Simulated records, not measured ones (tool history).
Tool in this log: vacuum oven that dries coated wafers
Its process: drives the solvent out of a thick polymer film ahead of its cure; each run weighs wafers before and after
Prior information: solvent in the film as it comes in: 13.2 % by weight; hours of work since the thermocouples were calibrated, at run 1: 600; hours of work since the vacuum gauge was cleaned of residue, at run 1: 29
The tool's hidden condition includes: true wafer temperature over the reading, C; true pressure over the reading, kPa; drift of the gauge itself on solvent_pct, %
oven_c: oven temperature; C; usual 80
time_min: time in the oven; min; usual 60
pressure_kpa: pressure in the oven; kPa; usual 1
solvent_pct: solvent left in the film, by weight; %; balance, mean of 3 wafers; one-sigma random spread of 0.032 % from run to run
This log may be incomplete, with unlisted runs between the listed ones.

run	hour	oven_c	time_min	pressure_kpa	hours of work since the thermocouples were calibrated	hours of work since the vacuum gauge was cleaned of residue	solvent_pct
1	0	80	60	1	600	29	1.56
2	10.3	80	60	1	605	34	1.56
3	23.3	80	60	1	611	39	1.59
4	37.7	93	60	1	617	46	0.65
5	47.4	80	60	1	621	50	1.5
6	54.7	80	60	1	624	53	1.48
7	65.6	80	60	1	629	58	1.54
8	73.6	80	60	1	633	61	1.57
9	88	80	60	1	639	68	1.54
10	98.6	80	60	1	644	72	1.54
11	105.4	80	32	1	647	75	3.21
12	118.5	80	32	1	652	81	3.23
13	127.8	80	45	1	656	85	2.15
14	137.6	87	38	0.95	661	90	1.6
15	149.9	80	56	3.86	666	95	4.12
16	164.5	94	61	0.69	673	101	0.4
17	174.1	73	31	1.23	677	106	4.92
18	182.4	84	51	3.97	680	109	3.56
19	188.5	69	51	3.97	683	112	7.05
20	199.7	75	87	1.56	688	117	2.1
21	207.3	69	105	1.43	691	120	2.55
22	214.5	91	45	1.58	695	123	1.29
23	226.8	72	47	1.79	700	129	4.29
24	235.3	81	47	1.79	704	132	2.6
25	246.7	67	41	1.18	709	137	5.2

What if the next run were any one of these 5? Each begins from the tool's condition after run 25:
A	260.7	68	41	0.77	715	144	?
B	260.7	92	71	1.57	715	144	?
C	260.7	91	60	0.61	715	144	?
D	260.7	86	67	3.98	715	144	?
E	260.7	67	63	1.18	715	144	?

run	solvent_pct
A	4.48
B	0.97
C	0.48
D	2.98
E	3.74
What these runs would have given with no unlogged condition in the tool:
run	solvent_pct
A	4.49
B	0.97
C	0.48
D	2.99
E	3.75
